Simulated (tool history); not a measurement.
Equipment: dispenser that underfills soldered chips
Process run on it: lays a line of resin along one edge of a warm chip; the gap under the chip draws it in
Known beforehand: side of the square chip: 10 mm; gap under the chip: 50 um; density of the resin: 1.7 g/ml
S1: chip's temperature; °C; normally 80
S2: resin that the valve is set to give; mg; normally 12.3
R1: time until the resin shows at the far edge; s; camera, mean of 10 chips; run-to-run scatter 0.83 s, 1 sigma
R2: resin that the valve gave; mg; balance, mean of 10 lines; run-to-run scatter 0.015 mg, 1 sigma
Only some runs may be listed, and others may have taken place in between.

Run 1, hour 0.0: usual settings. Result: R1 89.9 s, R2 12.02 mg.
At hour 6.3: dispensing valve cleaned and set on the balance.
At hour 9.1: new syringe of resin.
Run 2, hour 10.4: usual settings. Result: R1 90.0 s, R2 12.26 mg.
At hour 17.8: new syringe of resin.
Run 3, hour 18.7: usual settings. Result: R1 87.8 s, R2 12.25 mg.
At hour 26.6: new syringe of resin.
Run 4, hour 30.0: usual settings. Result: R1 102.5 s, R2 12.21 mg.
At hour 35.8: new syringe of resin.
Run 5, hour 37.3: usual settings. Result: R1 92.3 s, R2 12.17 mg.
At hour 44.1: new syringe of resin.
At hour 52.9: new syringe of resin.
Run 6, hour 54.0: usual settings. Result: R1 92.2 s, R2 12.17 mg.
At hour 61.3: new syringe of resin.
Run 7, hour 61.4: usual settings. Result: R1 84.9 s, R2 12.12 mg.
At hour 69.0: new syringe of resin.
Run 8, hour 72.2: usual settings. Result: R1 101.2 s, R2 12.07 mg.
At hour 78.1: new syringe of resin.
Run 9, hour 85.0: usual settings. Result: R1 128.8 s, R2 12.04 mg.
At hour 86.6: new syringe of resin.
Run 10, hour 93.4: usual settings but S2 15.5 mg. Result: R1 125.1 s, R2 15.19 mg.
At hour 94.6: new syringe of resin.
At hour 103.3: new syringe of resin.
Run 11, hour 107.0: usual settings but S2 11.5 mg. Result: R1 110.5 s, R2 11.25 mg.
At hour 111.2: new syringe of resin.
At hour 113.6: dispensing valve cleaned and set on the balance.
Run 12, hour 116.1: usual settings but S2 11.5 mg. Result: R1 109.9 s, R2 11.50 mg.
At hour 120.0: new syringe of resin.
At hour 127.8: new syringe of resin.
Run 13, hour 128.8: usual settings but S1 71 °C, S2 12.0 mg. Result: R1 134.5 s, R2 12.00 mg.
At hour 136.2: new syringe of resin.
Run 14, hour 137.3: usual settings but S1 70 °C, S2 11.0 mg. Result: R1 147.4 s, R2 10.98 mg.
At hour 144.1: new syringe of resin.
Run 15, hour 144.9: usual settings but S1 91 °C, S2 13.3 mg. Result: R1 55.9 s, R2 13.23 mg.
At hour 151.8: new syringe of resin.
Run 16, hour 154.7: usual settings but S1 91 °C, S2 13.3 mg. Result: R1 64.1 s, R2 13.23 mg.
At hour 160.1: new syringe of resin.
At hour 168.1: new syringe of resin.
Run 17, hour 171.1: usual settings but S1 78 °C, S2 13.6 mg. Result: R1 110.0 s, R2 13.44 mg.
At hour 177.3: new syringe of resin.
At hour 185.2: new syringe of resin.
Run 18, hour 185.9: usual settings but S1 77 °C, S2 13.2 mg. Result: R1 103.6 s, R2 13.01 mg.
At hour 192.9: new syringe of resin.
Run 19, hour 193.9: usual settings but S1 65 °C, S2 15.9 mg. Result: R1 177.8 s, R2 15.64 mg.
At hour 201.6: new syringe of resin.
Run 20, hour 203.3: usual settings but S1 77 °C, S2 14.4 mg. Result: R1 107.7 s, R2 14.16 mg.

Each row is a separate what-if for the run after 20, all from the same tool condition, not one after another. Results?
At hour 209.8: new syringe of resin.
At hour 218.1: new syringe of resin.
Run A, hour 218.1: usual settings but S1 72 °C, S2 15.4 mg. Result: R1 ?, R2 ?.
At hour 209.8: new syringe of resin.
At hour 218.1: new syringe of resin.
Run B, hour 218.1: usual settings but S1 76 °C, S2 14.3 mg. Result: R1 ?, R2 ?.
At hour 209.8: new syringe of resin.
At hour 218.1: new syringe of resin.
Run C, hour 218.1: usual settings but S1 78 °C, S2 13.4 mg. Result: R1 ?, R2 ?.

run     R1     R2
  A  122.4  15.09
  B  101.3  14.02
  C   94.4  13.17
With the hidden condition removed and each run's random variation left untouched, the same runs would have given:
run     R1     R2
  A  107.8  15.40
  B   89.4  14.31
  C   83.4  13.44

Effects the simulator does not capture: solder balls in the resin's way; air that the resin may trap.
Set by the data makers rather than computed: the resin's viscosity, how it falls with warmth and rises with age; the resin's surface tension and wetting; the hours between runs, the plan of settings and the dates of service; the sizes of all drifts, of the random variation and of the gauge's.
